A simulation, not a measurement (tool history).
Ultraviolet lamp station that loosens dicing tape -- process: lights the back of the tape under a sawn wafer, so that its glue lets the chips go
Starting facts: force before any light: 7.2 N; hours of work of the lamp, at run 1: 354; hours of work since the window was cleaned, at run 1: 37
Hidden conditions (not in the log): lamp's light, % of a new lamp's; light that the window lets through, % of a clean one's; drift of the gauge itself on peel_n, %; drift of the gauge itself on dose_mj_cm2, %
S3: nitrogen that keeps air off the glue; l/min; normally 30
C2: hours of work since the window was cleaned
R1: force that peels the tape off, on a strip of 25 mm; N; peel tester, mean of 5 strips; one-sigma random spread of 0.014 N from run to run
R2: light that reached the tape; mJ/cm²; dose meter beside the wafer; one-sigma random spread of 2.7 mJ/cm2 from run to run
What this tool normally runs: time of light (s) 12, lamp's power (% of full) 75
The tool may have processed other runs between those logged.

{"run": 1, "hour": 0.0, "time of light (s)": 12, "lamp's power (% of full)": 75, "S3": 30, "hours of work of the lamp": 354, "C2": 37, "R1": 0.741, "R2": 350}
{"run": 2, "hour": 43.2, "time of light (s)": 18, "lamp's power (% of full)": 75, "S3": 30, "hours of work of the lamp": 379, "C2": 62, "R1": 0.288, "R2": 508}
{"run": 3, "hour": 85.0, "time of light (s)": 18, "lamp's power (% of full)": 75, "S3": 30, "hours of work of the lamp": 404, "C2": 87, "R1": 0.297, "R2": 505}
{"run": 4, "hour": 151.0, "time of light (s)": 18, "lamp's power (% of full)": 75, "S3": 30, "hours of work of the lamp": 442, "C2": 125, "R1": 0.341, "R2": 487}
{"run": 5, "hour": 210.7, "time of light (s)": 12, "lamp's power (% of full)": 65, "S3": 30, "hours of work of the lamp": 477, "C2": 160, "R1": 1.127, "R2": 274}
{"run": 6, "hour": 259.1, "time of light (s)": 18, "lamp's power (% of full)": 75, "S3": 30, "hours of work of the lamp": 505, "C2": 188, "R1": 0.357, "R2": 472}
{"run": 7, "hour": 306.5, "time of light (s)": 12, "lamp's power (% of full)": 75, "S3": 30, "hours of work of the lamp": 533, "C2": 216, "R1": 0.924, "R2": 310}
{"run": 8, "hour": 364.3, "time of light (s)": 12, "lamp's power (% of full)": 75, "S3": 30, "hours of work of the lamp": 566, "C2": 249, "R1": 0.972, "R2": 301}
{"run": 9, "hour": 450.3, "time of light (s)": 12, "lamp's power (% of full)": 75, "S3": 30, "hours of work of the lamp": 616, "C2": 299, "R1": 1.056, "R2": 292}
{"run": 10, "hour": 488.8, "time of light (s)": 12, "lamp's power (% of full)": 75, "S3": 32, "hours of work of the lamp": 639, "C2": 322, "R1": 0.999, "R2": 292}
{"run": 11, "hour": 552.1, "time of light (s)": 20, "lamp's power (% of full)": 75, "S3": 30, "hours of work of the lamp": 676, "C2": 359, "R1": 0.374, "R2": 463}
{"hour": 563.6, "done": "window cleaned of glue's vapour"}
{"run": 12, "hour": 626.8, "time of light (s)": 8, "lamp's power (% of full)": 75, "S3": 30, "hours of work of the lamp": 719, "C2": 37, "R1": 2.429, "R2": 160}
{"run": 13, "hour": 681.6, "time of light (s)": 8, "lamp's power (% of full)": 75, "S3": 30, "hours of work of the lamp": 751, "C2": 69, "R1": 2.517, "R2": 159}
{"hour": 703.5, "done": "window cleaned of glue's vapour, once more"}
{"run": 14, "hour": 725.9, "time of light (s)": 16, "lamp's power (% of full)": 75, "S3": 30, "hours of work of the lamp": 776, "C2": 13, "R1": 0.437, "R2": 440}
{"run": 15, "hour": 790.1, "time of light (s)": 16, "lamp's power (% of full)": 75, "S3": 30, "hours of work of the lamp": 814, "C2": 50, "R1": 0.46, "R2": 424}
{"run": 16, "hour": 840.5, "time of light (s)": 12, "lamp's power (% of full)": 75, "S3": 30, "hours of work of the lamp": 843, "C2": 80, "R1": 0.915, "R2": 314}
{"run": 17, "hour": 920.7, "time of light (s)": 12, "lamp's power (% of full)": 75, "S3": 20, "hours of work of the lamp": 890, "C2": 126, "R1": 1.3, "R2": 307}
{"run": 18, "hour": 1000.7, "time of light (s)": 12, "lamp's power (% of full)": 75, "S3": 20, "hours of work of the lamp": 936, "C2": 173, "R1": 1.401, "R2": 295}
{"run": 19, "hour": 1051.2, "time of light (s)": 9, "lamp's power (% of full)": 75, "S3": 20, "hours of work of the lamp": 966, "C2": 202, "R1": 2.08, "R2": 219}
{"run": 20, "hour": 1122.7, "time of light (s)": 12, "lamp's power (% of full)": 75, "S3": 12, "hours of work of the lamp": 1007, "C2": 244, "R1": 1.918, "R2": 280}
{"run": 21, "hour": 1177.5, "time of light (s)": 12, "lamp's power (% of full)": 75, "S3": 12, "hours of work of the lamp": 1039, "C2": 276, "R1": 1.974, "R2": 278}
{"run": 22, "hour": 1222.0, "time of light (s)": 12, "lamp's power (% of full)": 75, "S3": 12, "hours of work of the lamp": 1065, "C2": 302, "R1": 2.063, "R2": 270}
{"run": 23, "hour": 1286.3, "time of light (s)": 12, "lamp's power (% of full)": 75, "S3": 12, "hours of work of the lamp": 1103, "C2": 339, "R1": 2.132, "R2": 262}
{"hour": 1331.0, "done": "window cleaned of glue's vapour"}
{"run": 24, "hour": 1339.0, "time of light (s)": 12, "lamp's power (% of full)": 75, "S3": 12, "hours of work of the lamp": 1133, "C2": 5, "R1": 1.744, "R2": 307}
{"run": 25, "hour": 1379.9, "time of light (s)": 12, "lamp's power (% of full)": 75, "S3": 12, "hours of work of the lamp": 1157, "C2": 28, "R1": 1.738, "R2": 304}
{"run": 26, "hour": 1425.7, "time of light (s)": 15, "lamp's power (% of full)": 85, "S3": 27, "hours of work of the lamp": 1184, "C2": 55, "R1": 0.499, "R2": 419}
{"run": 27, "hour": 1490.0, "time of light (s)": 15, "lamp's power (% of full)": 97, "S3": 11, "hours of work of the lamp": 1221, "C2": 93, "R1": 0.919, "R2": 476}
{"run": 28, "hour": 1547.8, "time of light (s)": 10, "lamp's power (% of full)": 64, "S3": 36, "hours of work of the lamp": 1255, "C2": 126, "R1": 1.731, "R2": 204}
{"run": 29, "hour": 1595.3, "time of light (s)": 10, "lamp's power (% of full)": 64, "S3": 36, "hours of work of the lamp": 1282, "C2": 154, "R1": 1.704, "R2": 199}
{"run": 30, "hour": 1681.6, "time of light (s)": 21, "lamp's power (% of full)": 85, "S3": 21, "hours of work of the lamp": 1333, "C2": 204, "R1": 0.362, "R2": 538}
{"run": 31, "hour": 1717.0, "time of light (s)": 7, "lamp's power (% of full)": 64, "S3": 19, "hours of work of the lamp": 1353, "C2": 225, "R1": 3.359, "R2": 129}
{"run": 32, "hour": 1790.3, "time of light (s)": 7, "lamp's power (% of full)": 64, "S3": 19, "hours of work of the lamp": 1396, "C2": 267, "R1": 3.446, "R2": 133}
{"run": 33, "hour": 1836.7, "time of light (s)": 20, "lamp's power (% of full)": 75, "S3": 29, "hours of work of the lamp": 1423, "C2": 294, "R1": 0.472, "R2": 427}
{"run": 34, "hour": 1909.9, "time of light (s)": 20, "lamp's power (% of full)": 75, "S3": 29, "hours of work of the lamp": 1466, "C2": 337, "R1": 0.526, "R2": 414}
{"hour": 1960.8, "done": "window cleaned of glue's vapour"}
{"run": 35, "hour": 1960.8, "time of light (s)": 11, "lamp's power (% of full)": 95, "S3": 31, "hours of work of the lamp": 1495, "C2": 0, "R1": 0.774, "R2": 334}
{"run": 36, "hour": 2048.5, "time of light (s)": 8, "lamp's power (% of full)": 70, "S3": 31, "hours of work of the lamp": 1546, "C2": 51, "R1": 2.208, "R2": 175}
{"run": 37, "hour": 2107.6, "time of light (s)": 7, "lamp's power (% of full)": 70, "S3": 31, "hours of work of the lamp": 1580, "C2": 86, "R1": 2.678, "R2": 144}
{"hour": 2159.6, "done": "lamp changed"}
{"run": 38, "hour": 2174.6, "time of light (s)": 6, "lamp's power (% of full)": 77, "S3": 31, "hours of work of the lamp": 9, "C2": 124, "R1": 2.073, "R2": 177}
{"run": 39, "hour": 2224.8, "time of light (s)": 6, "lamp's power (% of full)": 77, "S3": 31, "hours of work of the lamp": 38, "C2": 153, "R1": 2.148, "R2": 177}
{"run": 40, "hour": 2265.5, "time of light (s)": 8, "lamp's power (% of full)": 75, "S3": 22, "hours of work of the lamp": 62, "C2": 177, "R1": 1.91, "R2": 223}
{"run": 41, "hour": 2303.2, "time of light (s)": 6, "lamp's power (% of full)": 75, "S3": 23, "hours of work of the lamp": 84, "C2": 199, "R1": 2.608, "R2": 166}
{"run": 42, "hour": 2384.0, "time of light (s)": 6, "lamp's power (% of full)": 75, "S3": 23, "hours of work of the lamp": 131, "C2": 246, "R1": 2.677, "R2": 159}
{"run": 43, "hour": 2425.9, "time of light (s)": 9, "lamp's power (% of full)": 99, "S3": 29, "hours of work of the lamp": 155, "C2": 270, "R1": 0.952, "R2": 312}

Same runs, no hidden state in the tool, same run-to-run variation:
run=1 R1=0.625 R2=378
run=2 R1=0.225 R2=558
run=3 R1=0.222 R2=563
run=4 R1=0.242 R2=557
run=5 R1=0.845 R2=320
run=6 R1=0.230 R2=560
run=7 R1=0.628 R2=374
run=8 R1=0.629 R2=371
run=9 R1=0.641 R2=373
run=10 R1=0.582 R2=377
run=11 R1=0.182 R2=616
run=12 R1=1.380 R2=246
run=13 R1=1.393 R2=251
run=14 R1=0.309 R2=503
run=15 R1=0.309 R2=497
run=16 R1=0.633 R2=374
run=17 R1=0.891 R2=376
run=18 R1=0.918 R2=374
run=19 R1=1.463 R2=283
run=20 R1=1.268 R2=372
run=21 R1=1.271 R2=377
run=22 R1=1.299 R2=373
run=23 R1=1.304 R2=371
run=24 R1=1.299 R2=372
run=25 R1=1.266 R2=375
run=26 R1=0.285 R2=524
run=27 R1=0.539 R2=609
run=28 R1=1.124 R2=266
run=29 R1=1.082 R2=266
run=30 R1=0.160 R2=740
run=31 R1=2.512 R2=182
run=32 R1=2.521 R2=189
run=33 R1=0.180 R2=623
run=34 R1=0.190 R2=624
run=35 R1=0.423 R2=435
run=36 R1=1.492 R2=235
run=37 R1=1.858 R2=199
run=38 R1=1.886 R2=191
run=39 R1=1.913 R2=195
run=40 R1=1.642 R2=249
run=41 R1=2.290 R2=188
run=42 R1=2.282 R2=186
run=43 R1=0.669 R2=370

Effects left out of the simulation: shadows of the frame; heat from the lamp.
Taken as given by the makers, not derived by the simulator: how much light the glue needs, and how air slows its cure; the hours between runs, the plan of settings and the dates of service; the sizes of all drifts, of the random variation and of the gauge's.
